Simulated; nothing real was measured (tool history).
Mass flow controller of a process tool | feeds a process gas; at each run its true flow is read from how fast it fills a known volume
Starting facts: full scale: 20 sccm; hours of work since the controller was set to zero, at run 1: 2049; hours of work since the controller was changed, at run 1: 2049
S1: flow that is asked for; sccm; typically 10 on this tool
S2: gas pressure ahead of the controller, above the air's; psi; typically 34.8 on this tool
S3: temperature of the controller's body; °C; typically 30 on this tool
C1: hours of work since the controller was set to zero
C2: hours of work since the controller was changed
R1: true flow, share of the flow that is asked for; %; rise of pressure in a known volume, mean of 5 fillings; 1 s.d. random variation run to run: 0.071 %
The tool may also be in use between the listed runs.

run	hour	S1	S2	S3	C1	C2	R1
1	0	10	34.8	30	2049	2049	100.05
2	71.4	6	34.8	30	2097	2097	99.8
3	143.4	6	20.5	30	2144	2144	99.29
4	202.2	10	34.8	37	2183	2183	100.7
5	273.9	10	32.9	37	2231	2231	100.47
6	331.6	10	34.8	30	2269	2269	99.95
7	429.7	10	34.8	30	2334	2334	99.91
8	522.2	10	34.8	30	2395	2395	100.04
9	576.2	10	34.8	30	2430	2430	99.9
10	633.4	10	34.8	30	2468	2468	99.91
11	677.3	10	34.8	30	2497	2497	99.95
12	758.8	19	34.8	30	2551	2551	100.47
13	849.2	19	34.8	30	2611	2611	100.49
14	936	10	34.8	30	2668	2668	100.03
15	1022.2	8	24.2	35	2725	2725	100.01
16	1109.6	15	30	30	2783	2783	100.21
17	1211.6	15	30	30	2851	2851	100.1
18	1308.7	11	23.2	40	2915	2915	100.48
19	1399.5	11	23.2	40	2975	2975	100.63
20	1485.8	5	34.8	34	3032	3032	100.11
21	1568.5	7	31.9	31	3087	3087	99.75
22	1668.8	12	34.8	23	3153	3153	99.45
23	1765.6	9	28.9	40	3217	3217	100.52
24	1809.8	9	28.9	40	3246	3246	100.64
25	1851.9	4	29.7	29	3274	3274	99.51
26	1939.9	7	22.9	37	3332	3332	100
27	2006.7	7	22.9	37	3377	3377	100.03

Branching from run 27: 4 alternative next runs. What would each branch give?
A	2089.9	18	22.9	36	3432	3432	?
B	2089.9	7	22.9	39	3432	3432	?
C	2089.9	19	22.9	33	3432	3432	?
D	2089.9	3	22.9	37	3432	3432	?

run	R1
A	100.74
B	100.27
C	100.47
D	99.88
Stripped of hidden state, with their random variation kept, the same runs would have yielded:
run	R1
A	100.73
B	100.26
C	100.46
D	99.87
